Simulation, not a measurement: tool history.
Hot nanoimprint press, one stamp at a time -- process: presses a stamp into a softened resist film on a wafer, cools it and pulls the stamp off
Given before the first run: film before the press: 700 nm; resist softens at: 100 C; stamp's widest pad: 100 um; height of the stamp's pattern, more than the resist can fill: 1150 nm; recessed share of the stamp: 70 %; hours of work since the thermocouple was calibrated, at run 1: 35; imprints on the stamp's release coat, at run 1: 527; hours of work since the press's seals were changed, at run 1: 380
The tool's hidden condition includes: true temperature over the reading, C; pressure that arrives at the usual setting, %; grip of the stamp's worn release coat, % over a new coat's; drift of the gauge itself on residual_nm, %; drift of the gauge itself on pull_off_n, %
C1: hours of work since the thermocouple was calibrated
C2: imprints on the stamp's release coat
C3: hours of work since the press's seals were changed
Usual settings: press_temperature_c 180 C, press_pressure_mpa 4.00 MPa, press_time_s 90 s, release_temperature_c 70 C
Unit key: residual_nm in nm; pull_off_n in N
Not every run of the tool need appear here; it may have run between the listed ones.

run 1 day=0.000 | press_temperature_c=180 press_pressure_mpa=4.00 press_time_s=90 release_temperature_c=70 | C1=35 C2=527 C3=380 | residual_nm=404.5 pull_off_n=104
run 2 day=0.917 | press_temperature_c=180 press_pressure_mpa=4.00 press_time_s=90 release_temperature_c=70 | C1=46 C2=563 C3=391 | residual_nm=407.6 pull_off_n=100
run 3 day=1.488 | press_temperature_c=180 press_pressure_mpa=4.00 press_time_s=54 release_temperature_c=70 | C1=53 C2=584 C3=398 | residual_nm=475.1 pull_off_n=102
run 4 day=2.396 | press_temperature_c=180 press_pressure_mpa=4.00 press_time_s=54 release_temperature_c=70 | C1=64 C2=620 C3=409 | residual_nm=474.8 pull_off_n=101
run 5 day=2.779 | press_temperature_c=180 press_pressure_mpa=5.92 press_time_s=54 release_temperature_c=70 | C1=69 C2=634 C3=414 | residual_nm=413.3 pull_off_n=99
run 6 day=3.408 | press_temperature_c=180 press_pressure_mpa=5.22 press_time_s=90 release_temperature_c=70 | C1=76 C2=659 C3=421 | residual_nm=366.6 pull_off_n=103
run 7 day=4.062 | press_temperature_c=180 press_pressure_mpa=4.00 press_time_s=90 release_temperature_c=64 | C1=84 C2=684 C3=429 | residual_nm=411.4 pull_off_n=109
run 8 day=4.892 | press_temperature_c=180 press_pressure_mpa=4.00 press_time_s=90 release_temperature_c=70 | C1=94 C2=716 C3=439 | residual_nm=412.9 pull_off_n=98
run 9 day=5.604 | press_temperature_c=180 press_pressure_mpa=4.00 press_time_s=90 release_temperature_c=70 | C1=103 C2=743 C3=448 | residual_nm=411.8 pull_off_n=102
run 10 day=6.546 | press_temperature_c=180 press_pressure_mpa=4.00 press_time_s=90 release_temperature_c=70 | C1=114 C2=780 C3=459 | residual_nm=414.6 pull_off_n=104
run 11 day=7.479 | press_temperature_c=180 press_pressure_mpa=4.00 press_time_s=90 release_temperature_c=70 | C1=125 C2=815 C3=470 | residual_nm=415.8 pull_off_n=103
run 12 day=7.967 | press_temperature_c=180 press_pressure_mpa=4.00 press_time_s=90 release_temperature_c=70 | C1=131 C2=834 C3=476 | residual_nm=414.8 pull_off_n=100
run 13 day=8.825 | press_temperature_c=180 press_pressure_mpa=4.00 press_time_s=90 release_temperature_c=70 | C1=142 C2=867 C3=487 | residual_nm=420.3 pull_off_n=100
-- day=9.050 gauge calibrated
run 14 day=9.562 | press_temperature_c=180 press_pressure_mpa=3.98 press_time_s=90 release_temperature_c=70 | C1=150 C2=896 C3=496 | residual_nm=407.4 pull_off_n=103
run 15 day=10.408 | press_temperature_c=175 press_pressure_mpa=4.00 press_time_s=90 release_temperature_c=70 | C1=161 C2=928 C3=506 | residual_nm=461.2 pull_off_n=97
run 16 day=11.142 | press_temperature_c=175 press_pressure_mpa=4.00 press_time_s=90 release_temperature_c=70 | C1=169 C2=957 C3=515 | residual_nm=463.4 pull_off_n=103
run 17 day=11.538 | press_temperature_c=191 press_pressure_mpa=4.45 press_time_s=90 release_temperature_c=60 | C1=174 C2=972 C3=519 | residual_nm=294.8 pull_off_n=112
run 18 day=12.338 | press_temperature_c=191 press_pressure_mpa=4.45 press_time_s=90 release_temperature_c=60 | C1=184 C2=1003 C3=529 | residual_nm=293.7 pull_off_n=113
run 19 day=13.162 | press_temperature_c=189 press_pressure_mpa=3.15 press_time_s=90 release_temperature_c=74 | C1=194 C2=1035 C3=539 | residual_nm=364.4 pull_off_n=93
run 20 day=13.621 | press_temperature_c=190 press_pressure_mpa=2.52 press_time_s=66 release_temperature_c=69 | C1=199 C2=1052 C3=544 | residual_nm=429.8 pull_off_n=104
run 21 day=14.233 | press_temperature_c=173 press_pressure_mpa=2.73 press_time_s=71 release_temperature_c=67 | C1=207 C2=1076 C3=552 | residual_nm=574.9 pull_off_n=101
run 22 day=14.712 | press_temperature_c=190 press_pressure_mpa=4.00 press_time_s=90 release_temperature_c=69 | C1=212 C2=1094 C3=558 | residual_nm=319.2 pull_off_n=100
run 23 day=15.388 | press_temperature_c=176 press_pressure_mpa=5.57 press_time_s=129 release_temperature_c=69 | C1=221 C2=1120 C3=566 | residual_nm=359.0 pull_off_n=103
run 24 day=16.175 | press_temperature_c=169 press_pressure_mpa=4.63 press_time_s=52 release_temperature_c=68 | C1=230 C2=1151 C3=575 | residual_nm=579.7 pull_off_n=102
run 25 day=17.108 | press_temperature_c=169 press_pressure_mpa=4.63 press_time_s=52 release_temperature_c=68 | C1=241 C2=1187 C3=586 | residual_nm=577.4 pull_off_n=105
run 26 day=17.708 | press_temperature_c=169 press_pressure_mpa=4.63 press_time_s=52 release_temperature_c=68 | C1=249 C2=1210 C3=594 | residual_nm=577.3 pull_off_n=103
run 27 day=18.167 | press_temperature_c=190 press_pressure_mpa=2.97 press_time_s=90 release_temperature_c=72 | C1=254 C2=1228 C3=599 | residual_nm=369.8 pull_off_n=97
run 28 day=18.771 | press_temperature_c=173 press_pressure_mpa=2.97 press_time_s=121 release_temperature_c=72 | C1=261 C2=1251 C3=606 | residual_nm=506.6 pull_off_n=91
run 29 day=19.667 | press_temperature_c=180 press_pressure_mpa=4.00 press_time_s=80 release_temperature_c=70 | C1=272 C2=1285 C3=617 | residual_nm=432.5 pull_off_n=102
run 30 day=20.408 | press_temperature_c=180 press_pressure_mpa=4.00 press_time_s=47 release_temperature_c=70 | C1=281 C2=1314 C3=626 | residual_nm=504.2 pull_off_n=100
run 31 day=20.812 | press_temperature_c=180 press_pressure_mpa=4.00 press_time_s=47 release_temperature_c=70 | C1=286 C2=1329 C3=631 | residual_nm=505.4 pull_off_n=103

Across each entry between runs, compare the hidden state at the last listed run before it with the hidden state at the first listed run after it:
Between runs 13 and 14: gauge calibrated (day 9.050)
  drift of the gauge itself on residual_nm, %: 2.77 -> 0.16
  measured less the result without the state, residual_nm: +11.6 -> +0.9 nm

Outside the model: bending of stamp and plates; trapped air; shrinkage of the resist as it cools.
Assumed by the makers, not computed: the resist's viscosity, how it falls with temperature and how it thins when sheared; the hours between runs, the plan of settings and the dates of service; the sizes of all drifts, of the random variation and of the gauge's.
